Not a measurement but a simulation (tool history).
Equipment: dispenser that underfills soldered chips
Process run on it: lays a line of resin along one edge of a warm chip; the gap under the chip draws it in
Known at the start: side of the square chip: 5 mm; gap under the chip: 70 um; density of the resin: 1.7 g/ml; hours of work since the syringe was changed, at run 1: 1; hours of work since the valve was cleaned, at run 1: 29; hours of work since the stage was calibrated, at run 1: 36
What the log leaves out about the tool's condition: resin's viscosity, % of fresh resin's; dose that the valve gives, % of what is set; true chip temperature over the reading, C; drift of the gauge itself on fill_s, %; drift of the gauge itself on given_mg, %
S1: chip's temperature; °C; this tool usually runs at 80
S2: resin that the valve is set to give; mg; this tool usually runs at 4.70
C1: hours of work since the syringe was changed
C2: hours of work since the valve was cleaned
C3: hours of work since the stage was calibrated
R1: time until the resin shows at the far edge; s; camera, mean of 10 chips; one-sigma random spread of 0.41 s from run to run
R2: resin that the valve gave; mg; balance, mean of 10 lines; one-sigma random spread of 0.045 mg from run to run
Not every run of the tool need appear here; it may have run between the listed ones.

{"run": 1, "hour": 0.0, "S1": 80, "S2": 4.7, "C1": 1, "C2": 29, "C3": 36, "R1": 30.2, "R2": 4.5}
{"run": 2, "hour": 3.4, "S1": 80, "S2": 4.7, "C1": 4, "C2": 32, "C3": 38, "R1": 34.4, "R2": 4.59}
{"hour": 6.0, "done": "new syringe of resin"}
{"run": 3, "hour": 10.1, "S1": 80, "S2": 4.7, "C1": 3, "C2": 36, "C3": 43, "R1": 33.2, "R2": 4.48}
{"hour": 13.6, "done": "new syringe of resin"}
{"run": 4, "hour": 16.1, "S1": 80, "S2": 4.7, "C1": 2, "C2": 41, "C3": 47, "R1": 31.1, "R2": 4.53}
{"run": 5, "hour": 19.6, "S1": 80, "S2": 4.7, "C1": 5, "C2": 43, "C3": 50, "R1": 35.5, "R2": 4.46}
{"hour": 21.4, "done": "new syringe of resin"}
{"run": 6, "hour": 27.1, "S1": 80, "S2": 4.7, "C1": 4, "C2": 49, "C3": 55, "R1": 35.7, "R2": 4.56}
{"hour": 28.6, "done": "new syringe of resin"}
{"run": 7, "hour": 33.7, "S1": 80, "S2": 4.7, "C1": 4, "C2": 54, "C3": 60, "R1": 33.8, "R2": 4.44}
{"hour": 35.9, "done": "new syringe of resin"}
{"run": 8, "hour": 40.5, "S1": 80, "S2": 4.7, "C1": 3, "C2": 59, "C3": 65, "R1": 32.5, "R2": 4.47}
{"hour": 43.4, "done": "new syringe of resin"}
{"run": 9, "hour": 45.3, "S1": 91, "S2": 4.7, "C1": 1, "C2": 62, "C3": 68, "R1": 20.0, "R2": 4.42}
{"hour": 50.9, "done": "new syringe of resin"}
{"run": 10, "hour": 53.7, "S1": 88, "S2": 5.51, "C1": 2, "C2": 68, "C3": 75, "R1": 22.9, "R2": 5.12}
{"hour": 58.4, "done": "new syringe of resin"}
{"run": 11, "hour": 58.7, "S1": 86, "S2": 4.82, "C1": 0, "C2": 72, "C3": 78, "R1": 23.3, "R2": 4.6}
{"hour": 65.6, "done": "new syringe of resin"}
{"run": 12, "hour": 66.5, "S1": 81, "S2": 4.82, "C1": 1, "C2": 77, "C3": 84, "R1": 28.4, "R2": 4.51}
{"hour": 72.9, "done": "new syringe of resin"}
{"run": 13, "hour": 74.4, "S1": 84, "S2": 5.16, "C1": 1, "C2": 83, "C3": 90, "R1": 25.4, "R2": 4.81}
{"hour": 80.5, "done": "new syringe of resin"}
{"run": 14, "hour": 82.6, "S1": 76, "S2": 4.7, "C1": 2, "C2": 89, "C3": 96, "R1": 34.4, "R2": 4.33}
{"hour": 87.9, "done": "new syringe of resin"}
{"run": 15, "hour": 90.7, "S1": 68, "S2": 4.37, "C1": 2, "C2": 95, "C3": 102, "R1": 52.1, "R2": 4.07}
{"hour": 95.1, "done": "new syringe of resin"}
{"run": 16, "hour": 95.1, "S1": 80, "S2": 4.51, "C1": 0, "C2": 98, "C3": 105, "R1": 28.6, "R2": 4.16}
{"hour": 98.8, "done": "dispensing valve cleaned and set on the balance"}
{"run": 17, "hour": 100.8, "S1": 80, "S2": 4.62, "C1": 4, "C2": 2, "C3": 108, "R1": 33.2, "R2": 4.68}

Measured less the same run without the tool's hidden state. The same run-to-run variation is in both; the gauge's scatter may not be:
run=1 R1=+1.7 R2=-0.12
run=2 R1=+5.9 R2=-0.13
run=3 R1=+5.0 R2=-0.15
run=4 R1=+3.0 R2=-0.16
run=5 R1=+7.3 R2=-0.17
run=6 R1=+7.5 R2=-0.19
run=7 R1=+5.9 R2=-0.21
run=8 R1=+5.1 R2=-0.23
run=9 R1=+1.4 R2=-0.24
run=10 R1=+2.4 R2=-0.32
run=11 R1=+0.5 R2=-0.29
run=12 R1=+1.3 R2=-0.31
run=13 R1=+1.3 R2=-0.35
run=14 R1=+2.1 R2=-0.35
run=15 R1=+6.1 R2=-0.34
run=16 R1=+0.3 R2=-0.36
run=17 R1=+5.5 R2=-0.01

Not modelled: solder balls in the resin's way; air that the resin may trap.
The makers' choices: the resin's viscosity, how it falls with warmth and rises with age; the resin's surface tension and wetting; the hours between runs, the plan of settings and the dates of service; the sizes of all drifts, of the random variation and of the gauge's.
